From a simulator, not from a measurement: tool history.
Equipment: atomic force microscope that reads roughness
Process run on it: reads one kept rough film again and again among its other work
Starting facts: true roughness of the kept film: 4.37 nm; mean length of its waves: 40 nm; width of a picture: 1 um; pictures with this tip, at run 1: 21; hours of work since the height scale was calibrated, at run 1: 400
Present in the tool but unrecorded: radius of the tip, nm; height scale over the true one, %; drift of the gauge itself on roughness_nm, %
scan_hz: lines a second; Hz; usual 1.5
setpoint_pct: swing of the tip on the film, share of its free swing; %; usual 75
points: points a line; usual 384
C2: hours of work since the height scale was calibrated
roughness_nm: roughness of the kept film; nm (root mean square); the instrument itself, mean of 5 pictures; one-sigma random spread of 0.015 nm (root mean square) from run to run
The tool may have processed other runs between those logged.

{"run": 1, "day": 0.0, "scan_hz": 1.5, "setpoint_pct": 75, "points": 384, "pictures with this tip": 21, "C2": 400, "roughness_nm": 3.661}
{"run": 2, "day": 0.438, "scan_hz": 1.5, "setpoint_pct": 75, "points": 384, "pictures with this tip": 41, "C2": 408, "roughness_nm": 3.607}
{"run": 3, "day": 1.058, "scan_hz": 1.5, "setpoint_pct": 75, "points": 384, "pictures with this tip": 68, "C2": 419, "roughness_nm": 3.559}
{"run": 4, "day": 1.75, "scan_hz": 1.5, "setpoint_pct": 75, "points": 384, "pictures with this tip": 100, "C2": 431, "roughness_nm": 3.508}
{"run": 5, "day": 2.121, "scan_hz": 1.5, "setpoint_pct": 75, "points": 384, "pictures with this tip": 116, "C2": 437, "roughness_nm": 3.432}
{"run": 6, "day": 2.554, "scan_hz": 1.5, "setpoint_pct": 75, "points": 384, "pictures with this tip": 136, "C2": 445, "roughness_nm": 3.402}
{"run": 7, "day": 2.892, "scan_hz": 1.5, "setpoint_pct": 75, "points": 384, "pictures with this tip": 151, "C2": 451, "roughness_nm": 3.369}
{"run": 8, "day": 3.275, "scan_hz": 1.5, "setpoint_pct": 75, "points": 384, "pictures with this tip": 168, "C2": 458, "roughness_nm": 3.363}
{"run": 9, "day": 4.033, "scan_hz": 1.5, "setpoint_pct": 75, "points": 384, "pictures with this tip": 202, "C2": 471, "roughness_nm": 3.286}
{"run": 10, "day": 4.425, "scan_hz": 1.5, "setpoint_pct": 75, "points": 384, "pictures with this tip": 220, "C2": 478, "roughness_nm": 3.258}
{"run": 11, "day": 4.796, "scan_hz": 1.5, "setpoint_pct": 75, "points": 384, "pictures with this tip": 237, "C2": 484, "roughness_nm": 3.208}
{"run": 12, "day": 5.258, "scan_hz": 1.5, "setpoint_pct": 75, "points": 384, "pictures with this tip": 258, "C2": 492, "roughness_nm": 3.147}
{"day": 5.417, "done": "new tip fitted"}
{"run": 13, "day": 6.112, "scan_hz": 1.5, "setpoint_pct": 75, "points": 384, "pictures with this tip": 31, "C2": 507, "roughness_nm": 3.644}
{"run": 14, "day": 6.675, "scan_hz": 0.57, "setpoint_pct": 82, "points": 477, "pictures with this tip": 56, "C2": 517, "roughness_nm": 3.748}
{"run": 15, "day": 7.279, "scan_hz": 2.63, "setpoint_pct": 57, "points": 384, "pictures with this tip": 84, "C2": 527, "roughness_nm": 3.652}
{"run": 16, "day": 7.738, "scan_hz": 0.7, "setpoint_pct": 72, "points": 384, "pictures with this tip": 104, "C2": 536, "roughness_nm": 3.688}
{"run": 17, "day": 8.1, "scan_hz": 2.03, "setpoint_pct": 62, "points": 258, "pictures with this tip": 121, "C2": 542, "roughness_nm": 3.526}
{"run": 18, "day": 8.488, "scan_hz": 2.75, "setpoint_pct": 75, "points": 656, "pictures with this tip": 138, "C2": 549, "roughness_nm": 3.16}
{"run": 19, "day": 9.2, "scan_hz": 2.75, "setpoint_pct": 75, "points": 656, "pictures with this tip": 170, "C2": 561, "roughness_nm": 3.066}

Alternative continuations, all from the tool just after run 19; predict every row:
{"run": "A", "day": 9.738, "scan_hz": 1.5, "setpoint_pct": 67, "points": 333, "pictures with this tip": 194, "C2": 571, "roughness_nm": "?"}
{"run": "B", "day": 9.738, "scan_hz": 2.72, "setpoint_pct": 79, "points": 444, "pictures with this tip": 194, "C2": 571, "roughness_nm": "?"}
{"run": "C", "day": 9.738, "scan_hz": 1.5, "setpoint_pct": 67, "points": 874, "pictures with this tip": 194, "C2": 571, "roughness_nm": "?"}
{"run": "D", "day": 9.738, "scan_hz": 1.85, "setpoint_pct": 75, "points": 468, "pictures with this tip": 194, "C2": 571, "roughness_nm": "?"}
{"run": "E", "day": 9.738, "scan_hz": 3.59, "setpoint_pct": 75, "points": 384, "pictures with this tip": 194, "C2": 571, "roughness_nm": "?"}

run=A roughness_nm=3.377
run=B roughness_nm=2.929
run=C roughness_nm=3.419
run=D roughness_nm=3.201
run=E roughness_nm=2.887
What these runs would have given with no unlogged condition in the tool:
run=A roughness_nm=3.853
run=B roughness_nm=3.342
run=C roughness_nm=3.9
run=D roughness_nm=3.653
run=E roughness_nm=3.293
